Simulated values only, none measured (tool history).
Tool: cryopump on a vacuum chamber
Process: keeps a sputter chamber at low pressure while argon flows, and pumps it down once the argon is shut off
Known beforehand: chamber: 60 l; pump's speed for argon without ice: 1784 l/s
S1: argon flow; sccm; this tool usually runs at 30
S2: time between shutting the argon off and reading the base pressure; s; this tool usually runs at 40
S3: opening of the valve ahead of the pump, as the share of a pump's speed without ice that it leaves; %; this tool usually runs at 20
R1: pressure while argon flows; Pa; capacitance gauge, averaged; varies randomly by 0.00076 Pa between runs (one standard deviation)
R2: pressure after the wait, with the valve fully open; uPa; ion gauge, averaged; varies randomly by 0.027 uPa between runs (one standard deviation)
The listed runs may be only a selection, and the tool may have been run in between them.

{"run": 1, "hour": 0.0, "S1": 30, "S2": 40, "S3": 20, "R1": 0.1467, "R2": 1.5}
{"run": 2, "hour": 7.3, "S1": 30, "S2": 40, "S3": 20, "R1": 0.1457, "R2": 1.47}
{"run": 3, "hour": 17.7, "S1": 30, "S2": 40, "S3": 20, "R1": 0.1469, "R2": 1.44}
{"run": 4, "hour": 27.6, "S1": 30, "S2": 40, "S3": 20, "R1": 0.148, "R2": 1.5}
{"run": 5, "hour": 35.2, "S1": 30, "S2": 40, "S3": 20, "R1": 0.1468, "R2": 1.44}
{"run": 6, "hour": 47.0, "S1": 30, "S2": 40, "S3": 20, "R1": 0.1461, "R2": 1.48}
{"run": 7, "hour": 53.8, "S1": 30, "S2": 40, "S3": 20, "R1": 0.1456, "R2": 1.5}
{"run": 8, "hour": 61.2, "S1": 30, "S2": 40, "S3": 23, "R1": 0.1283, "R2": 1.45}
{"run": 9, "hour": 75.2, "S1": 30, "S2": 40, "S3": 23, "R1": 0.1285, "R2": 1.53}
{"run": 10, "hour": 82.6, "S1": 30, "S2": 40, "S3": 23, "R1": 0.1288, "R2": 1.48}
{"run": 11, "hour": 94.3, "S1": 30, "S2": 40, "S3": 23, "R1": 0.1284, "R2": 1.46}
{"run": 12, "hour": 101.0, "S1": 30, "S2": 36, "S3": 20, "R1": 0.1469, "R2": 1.59}
{"run": 13, "hour": 108.1, "S1": 30, "S2": 36, "S3": 20, "R1": 0.1462, "R2": 1.67}
{"run": 14, "hour": 122.3, "S1": 30, "S2": 36, "S3": 20, "R1": 0.147, "R2": 1.6}
{"run": 15, "hour": 129.8, "S1": 30, "S2": 40, "S3": 21, "R1": 0.1401, "R2": 1.51}
{"run": 16, "hour": 145.6, "S1": 47, "S2": 239, "S3": 20, "R1": 0.2304, "R2": 0.61}
{"run": 17, "hour": 155.3, "S1": 30, "S2": 96, "S3": 20, "R1": 0.1489, "R2": 0.84}
{"run": 18, "hour": 165.8, "S1": 30, "S2": 96, "S3": 20, "R1": 0.1472, "R2": 0.93}
{"run": 19, "hour": 175.7, "S1": 30, "S2": 96, "S3": 20, "R1": 0.1475, "R2": 0.89}
{"run": 20, "hour": 182.0, "S1": 30, "S2": 40, "S3": 19, "R1": 0.1562, "R2": 1.5}
{"run": 21, "hour": 191.0, "S1": 30, "S2": 40, "S3": 19, "R1": 0.1537, "R2": 1.47}
{"run": 22, "hour": 202.4, "S1": 30, "S2": 40, "S3": 19, "R1": 0.1566, "R2": 1.53}
{"run": 23, "hour": 214.0, "S1": 34, "S2": 22, "S3": 20, "R1": 0.1688, "R2": 2.34}
{"run": 24, "hour": 224.7, "S1": 16, "S2": 210, "S3": 59, "R1": 0.0289, "R2": 0.67}
{"run": 25, "hour": 238.0, "S1": 15, "S2": 48, "S3": 29, "R1": 0.0522, "R2": 1.33}
{"run": 26, "hour": 250.5, "S1": 15, "S2": 48, "S3": 29, "R1": 0.0527, "R2": 1.35}
{"run": 27, "hour": 259.9, "S1": 49, "S2": 48, "S3": 29, "R1": 0.1702, "R2": 1.37}
{"run": 28, "hour": 272.7, "S1": 49, "S2": 48, "S3": 29, "R1": 0.1704, "R2": 1.31}

Same runs, no hidden state in the tool, same run-to-run variation:
Hidden conditions of the tool in this case: pump's speed, % of a pump's without ice; cold plate's temperature, K; leak into the chamber, uPa l/s; drift of the gauge itself on working_pa, %; drift of the gauge itself on base_upa, %.
run=1 R1=0.1427 R2=1.24
run=2 R1=0.1417 R2=1.22
run=3 R1=0.1427 R2=1.19
run=4 R1=0.1438 R2=1.24
run=5 R1=0.1425 R2=1.18
run=6 R1=0.1417 R2=1.22
run=7 R1=0.1411 R2=1.23
run=8 R1=0.1238 R2=1.19
run=9 R1=0.1239 R2=1.27
run=10 R1=0.1241 R2=1.21
run=11 R1=0.1236 R2=1.19
run=12 R1=0.142 R2=1.32
run=13 R1=0.1413 R2=1.39
run=14 R1=0.142 R2=1.33
run=15 R1=0.135 R2=1.22
run=16 R1=0.2222 R2=0.33
run=17 R1=0.1436 R2=0.57
run=18 R1=0.1418 R2=0.64
run=19 R1=0.1421 R2=0.6
run=20 R1=0.1506 R2=1.22
run=21 R1=0.1482 R2=1.19
run=22 R1=0.1509 R2=1.24
run=23 R1=0.1622 R2=2.05
run=24 R1=0.0257 R2=0.38
run=25 R1=0.0492 R2=1.04
run=26 R1=0.0496 R2=1.05
run=27 R1=0.1602 R2=1.07
run=28 R1=0.1601 R2=1.01

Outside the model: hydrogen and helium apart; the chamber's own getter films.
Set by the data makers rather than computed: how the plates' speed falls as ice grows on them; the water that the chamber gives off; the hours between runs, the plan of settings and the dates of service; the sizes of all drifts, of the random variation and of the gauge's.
